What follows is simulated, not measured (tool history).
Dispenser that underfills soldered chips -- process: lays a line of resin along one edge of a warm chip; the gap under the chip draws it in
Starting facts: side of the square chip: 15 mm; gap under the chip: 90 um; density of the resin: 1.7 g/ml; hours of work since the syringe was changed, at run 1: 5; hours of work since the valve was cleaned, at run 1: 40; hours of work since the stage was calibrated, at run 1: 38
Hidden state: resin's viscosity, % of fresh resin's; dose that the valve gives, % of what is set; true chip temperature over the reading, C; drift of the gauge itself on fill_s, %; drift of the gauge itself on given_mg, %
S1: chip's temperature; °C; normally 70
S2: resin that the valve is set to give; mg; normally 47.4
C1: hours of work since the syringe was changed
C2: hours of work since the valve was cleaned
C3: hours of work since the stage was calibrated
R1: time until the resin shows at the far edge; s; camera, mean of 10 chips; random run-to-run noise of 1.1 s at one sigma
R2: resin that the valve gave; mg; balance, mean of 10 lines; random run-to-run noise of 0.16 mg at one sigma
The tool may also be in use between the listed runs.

run 1 hour=0 | S1=70 S2=47.4 | C1=5 C2=40 C3=38 | R1=130 R2=45.33
-- hour=1.2 new syringe of resin
run 2 hour=4.7 | S1=70 S2=47.4 | C1=3 C2=43 C3=42 | R1=119.1 R2=45.38
-- hour=9 new syringe of resin
run 3 hour=10.1 | S1=70 S2=47.4 | C1=1 C2=47 C3=46 | R1=114.9 R2=45.05
-- hour=12.4 dispensing valve cleaned and set on the balance
run 4 hour=16.6 | S1=70 S2=47.4 | C1=5 C2=3 C3=50 | R1=129.4 R2=47.01
-- hour=17.3 new syringe of resin
run 5 hour=21.7 | S1=70 S2=47.4 | C1=3 C2=7 C3=53 | R1=122.3 R2=46.92
-- hour=25 new syringe of resin
run 6 hour=25.6 | S1=66 S2=47.4 | C1=0 C2=10 C3=56 | R1=132.5 R2=47.2
-- hour=32.6 new syringe of resin
run 7 hour=32.6 | S1=79 S2=47.4 | C1=0 C2=15 C3=61 | R1=72.1 R2=46.61
run 8 hour=36.2 | S1=73 S2=47.4 | C1=3 C2=17 C3=64 | R1=106.7 R2=46.69
-- hour=40.5 new syringe of resin
run 9 hour=42.8 | S1=73 S2=47.4 | C1=2 C2=22 C3=69 | R1=101.4 R2=46.14
run 10 hour=47.2 | S1=70 S2=47.4 | C1=5 C2=26 C3=72 | R1=129.3 R2=46.37
-- hour=48.1 new syringe of resin
run 11 hour=52.3 | S1=70 S2=47.4 | C1=3 C2=29 C3=76 | R1=121.5 R2=45.69
-- hour=55.6 new syringe of resin
run 12 hour=58.2 | S1=70 S2=47.4 | C1=2 C2=34 C3=80 | R1=112.4 R2=45.95
run 13 hour=61.7 | S1=70 S2=47.4 | C1=5 C2=36 C3=83 | R1=126.2 R2=45.44
-- hour=63.5 new syringe of resin
run 14 hour=67.5 | S1=70 S2=47.4 | C1=3 C2=40 C3=87 | R1=121.9 R2=45.29
-- hour=70.9 new syringe of resin
run 15 hour=76.2 | S1=70 S2=47.4 | C1=4 C2=47 C3=93 | R1=125 R2=45.28
-- hour=78.3 new syringe of resin
-- hour=79.3 dispensing valve cleaned and set on the balance
run 16 hour=81.3 | S1=61 S2=44.2 | C1=2 C2=2 C3=96 | R1=177.8 R2=43.97
-- hour=87 new syringe of resin
run 17 hour=87 | S1=61 S2=44.2 | C1=0 C2=6 C3=100 | R1=165.7 R2=43.75
run 18 hour=90.7 | S1=84 S2=52.6 | C1=3 C2=8 C3=103 | R1=62.6 R2=52.02
-- hour=94.4 new syringe of resin
run 19 hour=99.2 | S1=84 S2=52.6 | C1=4 C2=15 C3=109 | R1=62.7 R2=51.39
-- hour=102.3 new syringe of resin
run 20 hour=104.4 | S1=85 S2=52.6 | C1=2 C2=18 C3=113 | R1=56.8 R2=51.6
-- hour=109.7 new syringe of resin
run 21 hour=109.7 | S1=61 S2=47.4 | C1=0 C2=22 C3=117 | R1=166.6 R2=46.26
-- hour=117.1 new syringe of resin
run 22 hour=118 | S1=61 S2=47.4 | C1=1 C2=28 C3=123 | R1=165.3 R2=46.18
run 23 hour=124 | S1=61 S2=47.4 | C1=5 C2=33 C3=128 | R1=194.5 R2=45.73
-- hour=125 new syringe of resin
run 24 hour=128.6 | S1=61 S2=47.4 | C1=3 C2=36 C3=131 | R1=179.8 R2=45.95
-- hour=132.3 new syringe of resin
run 25 hour=134.7 | S1=70 S2=51.6 | C1=2 C2=41 C3=135 | R1=112.5 R2=49.51
run 26 hour=139.1 | S1=70 S2=45.5 | C1=5 C2=44 C3=139 | R1=129.9 R2=43.46
-- hour=139.9 new syringe of resin
-- hour=145.6 dispensing valve cleaned and set on the balance
run 27 hour=147.7 | S1=70 S2=40.6 | C1=5 C2=2 C3=144 | R1=133.7 R2=40.45
-- hour=148.4 new syringe of resin
-- hour=155.8 new syringe of resin
run 28 hour=156.6 | S1=61 S2=49 | C1=1 C2=8 C3=151 | R1=162.3 R2=48.47
-- hour=163.6 new syringe of resin
run 29 hour=165.1 | S1=61 S2=49 | C1=1 C2=14 C3=157 | R1=165.8 R2=48.14

Below are 5 alternative next runs, each starting from the tool's condition after run 29. Predict each:
run A hour=168.7 | S1=70 S2=48.6 | C1=4 C2=17 C3=159 | R1=? R2=?
run B hour=168.7 | S1=67 S2=52.1 | C1=4 C2=17 C3=159 | R1=? R2=?
run C hour=168.7 | S1=72 S2=49.7 | C1=4 C2=17 C3=159 | R1=? R2=?
run D hour=168.7 | S1=83 S2=49.2 | C1=4 C2=17 C3=159 | R1=? R2=?
run E hour=168.7 | S1=69 S2=43.4 | C1=4 C2=17 C3=159 | R1=? R2=?

run=A R1=120.9 R2=47.77
run=B R1=135.9 R2=51.12
run=C R1=111.3 R2=48.59
run=D R1=67.9 R2=48.17
run=E R1=132.6 R2=42.49
Without the tool's unlogged condition, the same runs would have read:
run=A R1=106.8 R2=48.6
run=B R1=120.3 R2=52
run=C R1=98.5 R2=49.44
run=D R1=59.9 R2=49
run=E R1=117.1 R2=43.23
